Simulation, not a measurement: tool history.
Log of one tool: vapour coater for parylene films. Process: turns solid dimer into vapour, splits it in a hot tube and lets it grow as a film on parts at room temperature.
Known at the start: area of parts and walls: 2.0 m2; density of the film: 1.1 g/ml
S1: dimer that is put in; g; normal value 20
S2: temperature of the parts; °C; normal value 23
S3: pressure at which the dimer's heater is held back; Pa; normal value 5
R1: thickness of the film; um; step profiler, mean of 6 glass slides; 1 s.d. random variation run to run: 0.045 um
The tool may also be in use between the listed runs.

run     day  S1  S2     S3    R1
  1       0  20  23      5  4.79
  2   0.617  20  23      5  4.72
  3   1.183  20  23      5  4.72
  4   1.525  20  23      5  4.79
  5       2  20  23      5   4.7
  6   2.321  20  24      5  4.51
  7   2.892  20  24      5   4.5
  8   3.433  20  24      5  4.45
  9   3.758  20  24      5  4.52
 10   4.242  20  23      5  4.71
 11    4.65  20  23      5  4.64
      5.033  -- trap's valve overhauled
 12   5.404  20  23      5  4.93
 13   5.721  20  23      5  4.89
 14   6.404  20  23   3.19  5.42
 15   7.025  20  26   3.19   4.7
 16     7.5  20  26   3.19  4.63
 17   8.167  19  23      5  4.64
 18   8.508  19  23      5  4.66
 19   9.083  19  23      5   4.7
 20   9.779  19  23      5  4.68
 21  10.212  25  20  10.62  5.98
 22  10.646  25  20  10.62  5.99
 23  11.346  25  20  10.62  5.85
 24  11.888  25  20  10.62  5.97
 25  12.525  15  25  10.62  2.85
 26  12.883  15  22   3.94  3.97
 27   13.25  15  22   3.94  3.94
 28  13.933  15  22   3.94  4.01
 29  14.371  16  27  10.15  2.71
 30  14.792  14  26   7.97  2.67
 31  15.312  14  26   7.97  2.66
 32  15.879  14  26   7.97  2.67
 33  16.333  21  29   3.22  4.14
 34  16.679  20  23  11.65  3.97
 35  17.221  10  27   2.72   2.2
 36  17.662  14  23      5   3.3
 37  18.104  13  23   9.16  2.73
 38  18.788  13  23   9.16  2.72

Each row is a separate what-if for the run after 38, all from the same tool condition, not one after another. Results?
  A  19.125  10  22   7.83   ?
  B  19.125  19  23   9.16   ?
  C  19.125  13  34  11.76   ?
  D  19.125  20  23   2.69   ?

run    R1
  A  2.29
  B  3.95
  C  1.56
  D  5.35
Take away the tool's hidden state, keep each run's random variation, and the runs would have read:
run    R1
  A  2.45
  B  4.23
  C  1.67
  D  5.72

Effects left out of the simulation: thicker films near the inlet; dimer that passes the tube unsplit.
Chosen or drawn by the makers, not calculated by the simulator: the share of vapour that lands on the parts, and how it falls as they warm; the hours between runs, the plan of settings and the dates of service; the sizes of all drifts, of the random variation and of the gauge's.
